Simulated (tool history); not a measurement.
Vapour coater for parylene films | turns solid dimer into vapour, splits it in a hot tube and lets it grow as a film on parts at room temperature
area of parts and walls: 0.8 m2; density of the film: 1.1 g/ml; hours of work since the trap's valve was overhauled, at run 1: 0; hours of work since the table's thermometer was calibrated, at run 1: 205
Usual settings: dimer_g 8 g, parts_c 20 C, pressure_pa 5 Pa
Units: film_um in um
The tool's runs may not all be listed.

run   hour  dimer_g  parts_c  pressure_pa  hours of work since the trap's valve was overhauled  hours of work since the table's thermometer was calibrated  film_um
  1      0        8       20            5                                                    0                                                         205     5.13
  2   26.9        8       20         3.31                                                   18                                                         223     5.48
  3   42.5        8       20         3.31                                                   29                                                         234     5.49
  4   66.1        8       20         3.31                                                   45                                                         250     5.44
  5   88.2        8       20         3.31                                                   61                                                         265     5.45
  6  100.6        8       15         3.31                                                   69                                                         274     6.41
  7  113.7        4       20            5                                                   78                                                         283     2.51
  8  134.2        4       20            5                                                   92                                                         297     2.51
  9  163.5        4       20         2.58                                                  112                                                         317      2.8
 10  184.8        4       20         2.58                                                  127                                                         332     2.81
 11  212.7        4       20         2.58                                                  146                                                         351     2.81
 12  239.4        4       20         2.58                                                  165                                                         369      2.8
 13  264.5        4       20         2.58                                                  182                                                         386     2.78
 14    293        4       20         2.58                                                  202                                                         406     2.76
 15  321.9        8       20         2.34                                                  221                                                         426     5.59
 16  341.9        8       20         2.34                                                  235                                                         440     5.62
 17  367.2        8       20         2.34                                                  253                                                         457     5.62
 18  386.3        8       20            5                                                  266                                                         470     4.85
 19    399        8       20            5                                                  274                                                         479     4.81
     405.6  -- trap's valve overhauled
 20  424.9        8       20            5                                                   13                                                         494     5.15
 21  437.4        8       20            5                                                   22                                                         503      5.1
 22  458.7        8       20            5                                                   36                                                         517     5.14
 23  487.2        8       24            5                                                   56                                                         537     4.47
 24  513.4        6       15         5.36                                                   74                                                         555      4.4
 25    536        6       15         5.36                                                   90                                                         570     4.39
 26  563.2       13       17         2.98                                                  108                                                         589     9.84
 27  593.1        7       20         2.21                                                  129                                                         610     5.11
 28  606.6        5       26         6.51                                                  138                                                         619     2.47
 29  628.1        5       26         6.51                                                  153                                                         634     2.46
 30  652.1        5       29         6.92                                                  170                                                         650     2.19
 31  680.4        8       14            5                                                  189                                                         670     5.98
 32  692.9        3       21         7.52                                                  198                                                         678     1.67
 33  712.7        4       16         5.09                                                  211                                                         692     2.77
 34  726.7        4       25         5.05                                                  221                                                         702     2.11
 35    750        4       25         5.05                                                  237                                                         718     2.09
 36  775.5        8       23            5                                                  254                                                         735     4.44
 37  787.8        8       12            5                                                  263                                                         744     6.29
     811.4  -- trap's valve overhauled
 38  812.8        8       12            5                                                    1                                                         758     6.76
 39  828.8        8       12            5                                                   12                                                         769     6.71
 40  856.3        3       12            5                                                   31                                                         788     2.52
 41  882.6        3       12            5                                                   49                                                         806     2.52
 42  912.3        7       20         4.17                                                   69                                                         827      4.6
 43  925.1        4       20          4.8                                                   78                                                         835     2.54
 44  948.9        9       24         5.52                                                   95                                                         852     4.96
 45  969.6        6       31         6.32                                                  109                                                         866     2.57
 46  994.4        6       31         6.32                                                  126                                                         883     2.54

Measured less the same run without the tool's hidden state. The same run-to-run variation is in both; the gauge's scatter may not be:
The hidden state here: vapour lost through the trap's worn valve, %; true temperature of the parts over the reading, C; drift of the gauge itself on film_um, %.
run  film_um
  1       +0
  2    -0.03
  3    -0.04
  4    -0.05
  5    -0.08
  6     -0.1
  7    -0.04
  8    -0.05
  9    -0.07
 10    -0.08
 11    -0.09
 12     -0.1
 13    -0.11
 14    -0.12
 15    -0.27
 16     -0.3
 17    -0.31
 18    -0.29
 19     -0.3
 20    +0.03
 21    +0.02
 22       +0
 23    -0.01
 24    -0.04
 25    -0.06
 26    -0.16
 27     -0.1
 28    -0.05
 29    -0.06
 30    -0.07
 31     -0.2
 32    -0.06
 33    -0.11
 34    -0.08
 35     -0.1
 36    -0.22
 37    -0.32
 38     +0.1
 39    +0.08
 40    +0.02
 41    +0.01
 42       +0
 43    -0.01
 44    -0.03
 45    -0.03
 46    -0.03

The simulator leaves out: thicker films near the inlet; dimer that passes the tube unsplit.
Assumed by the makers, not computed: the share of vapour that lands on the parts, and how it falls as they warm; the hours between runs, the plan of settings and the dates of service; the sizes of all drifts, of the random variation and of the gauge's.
